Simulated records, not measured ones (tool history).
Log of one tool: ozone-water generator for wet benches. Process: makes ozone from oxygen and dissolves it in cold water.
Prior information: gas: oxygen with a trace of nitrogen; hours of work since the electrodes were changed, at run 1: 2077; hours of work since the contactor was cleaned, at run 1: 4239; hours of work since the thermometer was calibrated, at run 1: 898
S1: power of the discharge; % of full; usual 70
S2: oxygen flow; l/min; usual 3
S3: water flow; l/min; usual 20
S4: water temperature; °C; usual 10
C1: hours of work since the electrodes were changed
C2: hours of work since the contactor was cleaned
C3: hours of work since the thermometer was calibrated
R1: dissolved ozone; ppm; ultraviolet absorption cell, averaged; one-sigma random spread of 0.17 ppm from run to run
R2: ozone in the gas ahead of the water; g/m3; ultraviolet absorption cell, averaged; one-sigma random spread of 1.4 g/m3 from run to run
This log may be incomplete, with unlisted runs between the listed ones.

run 1 day=0 | S1=70 S2=3 S3=20 S4=10 | C1=2077 C2=4239 C3=898 | R1=21.2 R2=248.4
run 2 day=2.704 | S1=70 S2=3 S3=20 S4=10 | C1=2129 C2=4291 C3=950 | R1=21.2 R2=247.8
run 3 day=4.579 | S1=70 S2=3 S3=20 S4=10 | C1=2165 C2=4326 C3=986 | R1=21.5 R2=249
run 4 day=7.354 | S1=70 S2=3 S3=20 S4=10 | C1=2218 C2=4379 C3=1039 | R1=21.4 R2=247
run 5 day=10.5 | S1=70 S2=3 S3=20 S4=10 | C1=2278 C2=4439 C3=1099 | R1=21.3 R2=248.2
run 6 day=12.233 | S1=70 S2=3 S3=20 S4=10 | C1=2311 C2=4473 C3=1132 | R1=21.3 R2=248.9
run 7 day=13.658 | S1=70 S2=3 S3=20 S4=10 | C1=2338 C2=4500 C3=1159 | R1=21.3 R2=246.3
run 8 day=16.071 | S1=70 S2=3 S3=20 S4=10 | C1=2384 C2=4546 C3=1205 | R1=21.4 R2=249
run 9 day=18.05 | S1=70 S2=3 S3=20 S4=10 | C1=2422 C2=4584 C3=1243 | R1=21.4 R2=246.9
run 10 day=20.333 | S1=70 S2=3 S3=13 S4=10 | C1=2465 C2=4627 C3=1286 | R1=29.9 R2=246.8
run 11 day=21.767 | S1=70 S2=3 S3=15 S4=10 | C1=2493 C2=4654 C3=1314 | R1=27.3 R2=245.7
run 12 day=24.275 | S1=70 S2=3 S3=15 S4=10 | C1=2540 C2=4702 C3=1362 | R1=27.5 R2=248
run 13 day=26.704 | S1=70 S2=3 S3=20 S4=10 | C1=2587 C2=4749 C3=1408 | R1=20.8 R2=246.7
run 14 day=30.029 | S1=70 S2=3 S3=20 S4=10 | C1=2650 C2=4812 C3=1471 | R1=21 R2=245.4
run 15 day=31.55 | S1=70 S2=3 S3=20 S4=10 | C1=2679 C2=4841 C3=1500 | R1=21.2 R2=245.5
run 16 day=34.554 | S1=70 S2=3 S3=20 S4=10 | C1=2737 C2=4898 C3=1558 | R1=21.1 R2=247.7
run 17 day=37.462 | S1=70 S2=1.99 S3=25 S4=5 | C1=2792 C2=4954 C3=1613 | R1=16.6 R2=323.8
run 18 day=40.321 | S1=49 S2=2.41 S3=20 S4=10 | C1=2847 C2=5008 C3=1668 | R1=16.2 R2=225.4
run 19 day=42.129 | S1=68 S2=2.41 S3=20 S4=10 | C1=2881 C2=5043 C3=1702 | R1=20.2 R2=278.5
run 20 day=44.712 | S1=70 S2=3 S3=17 S4=10 | C1=2930 C2=5092 C3=1752 | R1=24.3 R2=244.8
run 21 day=47.917 | S1=70 S2=3 S3=17 S4=10 | C1=2992 C2=5153 C3=1813 | R1=23.9 R2=245.2
run 22 day=50.896 | S1=82 S2=2.01 S3=26 S4=9 | C1=3048 C2=5210 C3=1870 | R1=17.2 R2=355.7
run 23 day=54.233 | S1=75 S2=1.56 S3=19 S4=10 | C1=3112 C2=5274 C3=1933 | R1=21 R2=393.5
run 24 day=56.3 | S1=75 S2=1.56 S3=19 S4=10 | C1=3152 C2=5313 C3=1973 | R1=21.2 R2=395.7
run 25 day=59.108 | S1=75 S2=1.56 S3=19 S4=10 | C1=3205 C2=5367 C3=2026 | R1=21.1 R2=397.6
run 26 day=60.571 | S1=48 S2=2.69 S3=26 S4=7 | C1=3233 C2=5395 C3=2054 | R1=13 R2=207
run 27 day=63.938 | S1=88 S2=2.93 S3=13 S4=9 | C1=3297 C2=5459 C3=2118 | R1=34.3 R2=288.8
run 28 day=66.912 | S1=88 S2=2.93 S3=13 S4=9 | C1=3354 C2=5516 C3=2175 | R1=34.9 R2=286.5
run 29 day=69.783 | S1=94 S2=1.64 S3=26 S4=10 | C1=3409 C2=5571 C3=2230 | R1=17.9 R2=437.1
run 30 day=71.958 | S1=94 S2=1.84 S3=13 S4=13 | C1=3450 C2=5612 C3=2272 | R1=34.4 R2=407.1
run 31 day=73.946 | S1=70 S2=1.72 S3=18 S4=9 | C1=3488 C2=5650 C3=2309 | R1=21.7 R2=355.6
run 32 day=75.9 | S1=70 S2=2.86 S3=22 S4=14 | C1=3526 C2=5688 C3=2347 | R1=18.5 R2=251.9

Measured minus without-hidden-state, run by run (identical run-to-run variation in each term; gauge scatter may differ):
Hidden state at play: yield of the discharge, % of new electrodes'; contactor's efficiency, % of a clean one's; true water temperature over the reading, C; drift of the gauge itself on ozone_ppm, %; drift of the gauge itself on gas_g_m3, %.
run=1 R1=-1.5 R2=-9.3
run=2 R1=-1.5 R2=-9.5
run=3 R1=-1.5 R2=-9.7
run=4 R1=-1.5 R2=-9.8
run=5 R1=-1.6 R2=-10.1
run=6 R1=-1.6 R2=-10.2
run=7 R1=-1.6 R2=-10.3
run=8 R1=-1.6 R2=-10.5
run=9 R1=-1.6 R2=-10.6
run=10 R1=-2.2 R2=-10.8
run=11 R1=-2.1 R2=-10.8
run=12 R1=-2.1 R2=-11.2
run=13 R1=-1.8 R2=-11.3
run=14 R1=-1.8 R2=-11.5
run=15 R1=-1.7 R2=-11.6
run=16 R1=-1.8 R2=-12
run=17 R1=-1.5 R2=-16
run=18 R1=-1.3 R2=-8.6
run=19 R1=-1.8 R2=-13.9
run=20 R1=-2.1 R2=-12.7
run=21 R1=-2.2 R2=-12.9
run=22 R1=-1.7 R2=-21.2
run=23 R1=-2 R2=-22.6
run=24 R1=-2.1 R2=-23
run=25 R1=-2.1 R2=-23.5
run=26 R1=-1.1 R2=-8.9
run=27 R1=-3.6 R2=-19.4
run=28 R1=-3.7 R2=-19.6
run=29 R1=-2.2 R2=-31.5
run=30 R1=-3.8 R2=-29.7
run=31 R1=-2.3 R2=-21.9
run=32 R1=-2 R2=-15.7

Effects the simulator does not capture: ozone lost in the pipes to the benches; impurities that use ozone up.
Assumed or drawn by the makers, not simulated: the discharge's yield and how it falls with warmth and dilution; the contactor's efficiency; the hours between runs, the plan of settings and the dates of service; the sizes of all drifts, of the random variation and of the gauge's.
